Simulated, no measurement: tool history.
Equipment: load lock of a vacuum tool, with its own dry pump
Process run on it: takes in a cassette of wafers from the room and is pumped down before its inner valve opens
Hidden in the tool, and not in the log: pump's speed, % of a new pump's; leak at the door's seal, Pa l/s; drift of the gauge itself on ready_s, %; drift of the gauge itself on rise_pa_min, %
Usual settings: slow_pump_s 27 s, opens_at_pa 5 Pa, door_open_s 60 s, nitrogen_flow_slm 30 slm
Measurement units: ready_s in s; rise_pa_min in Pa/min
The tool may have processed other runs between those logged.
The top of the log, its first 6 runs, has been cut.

run,hour,slow_pump_s,opens_at_pa,door_open_s,nitrogen_flow_slm,hours that the pump has run since its overhaul,times that the door has closed on its seal,"incoming humidity of the room's air, %",ready_s,rise_pa_min
7,855.7,27,5,60,30,1093,4736,45.4,54.6,0.057
8,992.3,27,5,60,30,1230,4962,46.3,54.5,0.052
9,1136.8,27,5,60,30,1374,5200,46.3,54.4,0.057
10,1261.6,27,5,60,30,1499,5406,47.3,54.4,0.060
11,1418.9,27,5,60,30,1657,5666,45.5,54.5,0.056
12,1608.1,27,5,60,30,1846,5979,46.0,54.8,0.063
13,1773.6,27,5,55,30,2011,6253,45.8,54.5,0.065
14,1936.3,27,5,55,30,2174,6521,45.0,54.7,0.071
15,2090.6,27,5,55,30,2328,6776,44.4,54.6,0.065
16,2265.5,24,5,60,30,2503,7065,45.1,52.4,0.064
17,2410.7,24,5,60,30,2648,7305,45.7,52.5,0.062
18,2533.9,24,5,60,30,2772,7509,46.1,52.6,0.070
19,2661.6,33,8,112,16,2899,7720,48.2,57.5,0.091
20,2870.0,33,8,112,20,3108,8064,44.5,57.3,0.086
21,2957.2,33,8,112,20,3195,8208,44.1,57.2,0.090
22,3071.5,19,6,60,31,3309,8397,44.7,48.4,0.081
23,3184.9,26,7,159,5,3423,8585,42.9,52.8,0.128
24,3270.4,26,7,80,5,3508,8726,44.3,52.9,0.110
25,3370.8,26,7,80,5,3608,8892,41.8,52.9,0.106
26,3574.1,26,8,41,5,3812,9228,43.4,52.4,0.107
27,3775.7,26,8,41,5,4013,9561,44.5,52.7,0.107
28,3902.5,26,8,41,5,4140,9770,45.3,52.3,0.105
29,4087.4,26,8,41,5,4325,10076,46.7,52.3,0.117

Run 30 has not been measured yet. What should we expect?
30,4173.6,24,5,28,30,4411,10218,47.3,?,?

Run 30 gave ready_s 53.0 s, rise_pa_min 0.081 Pa/min.
Were there no unlogged condition in the tool, this run, its random variation unchanged, would have produced ready_s 52.2 s, rise_pa_min 0.022 Pa/min.
